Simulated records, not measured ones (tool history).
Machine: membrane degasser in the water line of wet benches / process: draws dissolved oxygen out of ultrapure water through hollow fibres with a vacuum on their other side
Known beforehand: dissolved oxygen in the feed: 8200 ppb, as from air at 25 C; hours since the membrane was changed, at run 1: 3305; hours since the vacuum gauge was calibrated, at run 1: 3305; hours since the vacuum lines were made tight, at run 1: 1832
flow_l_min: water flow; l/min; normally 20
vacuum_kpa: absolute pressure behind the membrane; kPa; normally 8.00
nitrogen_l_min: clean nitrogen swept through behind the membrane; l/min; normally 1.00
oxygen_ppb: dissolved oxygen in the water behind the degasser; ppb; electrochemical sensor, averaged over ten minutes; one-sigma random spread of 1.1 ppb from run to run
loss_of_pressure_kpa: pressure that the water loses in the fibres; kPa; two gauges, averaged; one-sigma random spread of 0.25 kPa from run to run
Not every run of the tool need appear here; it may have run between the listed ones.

run    hour  flow_l_min  vacuum_kpa  nitrogen_l_min  hours since the membrane was changed  hours since the vacuum gauge was calibrated  hours since the vacuum lines were made tight  oxygen_ppb  loss_of_pressure_kpa
  1     0.0          20        8.00            1.00                                  3305                                         3305                                          1832       221.6                 65.67
  2   103.5          20        8.00            1.00                                  3409                                         3409                                          1935       223.7                 65.42
  3   177.0          20        8.00            1.00                                  3482                                         3482                                          2009       223.1                 64.98
  4   241.9          20        8.00            1.00                                  3547                                         3547                                          2074       223.3                 65.18
      349.4  -- vacuum gauge calibrated
  5   361.4          20        8.73            1.00                                  3666                                           12                                          2193       251.3                 65.24
  6   495.1          20        7.79            1.00                                  3800                                          146                                          2326       213.3                 65.66
  7   583.0          20        8.00            1.00                                  3888                                          234                                          2414       220.6                 65.06
  8   641.0          20        8.00            1.00                                  3946                                          292                                          2472       221.8                 65.66
  9   712.5          20        8.00            1.00                                  4017                                          363                                          2544       223.3                 65.30
 10   803.9          20        8.00            1.00                                  4108                                          455                                          2635       222.0                 65.27
 11   939.4          20        8.00            1.00                                  4244                                          590                                          2771       222.8                 65.49
 12  1059.6          20        8.00            1.00                                  4364                                          710                                          2891       221.7                 65.40
 13  1187.8          13       13.59            1.24                                  4492                                          838                                          3019       252.8                 42.28
 14  1309.9          29        5.49            0.93                                  4614                                          960                                          3141       186.0                 95.14
 15  1397.9          31       12.20            1.35                                  4703                                         1049                                          3229       474.2                100.63
 16  1478.1          31       12.20            1.35                                  4783                                         1129                                          3309       471.8                101.02
 17  1554.6          20        5.87            0.82                                  4859                                         1205                                          3386       154.0                 65.77
 18  1650.6          20        4.91            2.07                                  4955                                         1301                                          3482        52.8                 65.50

What will run 19 give?
 19  1780.4          20        7.22            0.59                                  5085                                         1431                                          3612           ?                     ?

Run 19 produced oxygen_ppb 289.4 ppb, loss_of_pressure_kpa 65.30 kPa.
With the hidden condition absent and the run-to-run variation left alone, this run would have shown oxygen_ppb 289.4 ppb, loss_of_pressure_kpa 65.27 kPa.
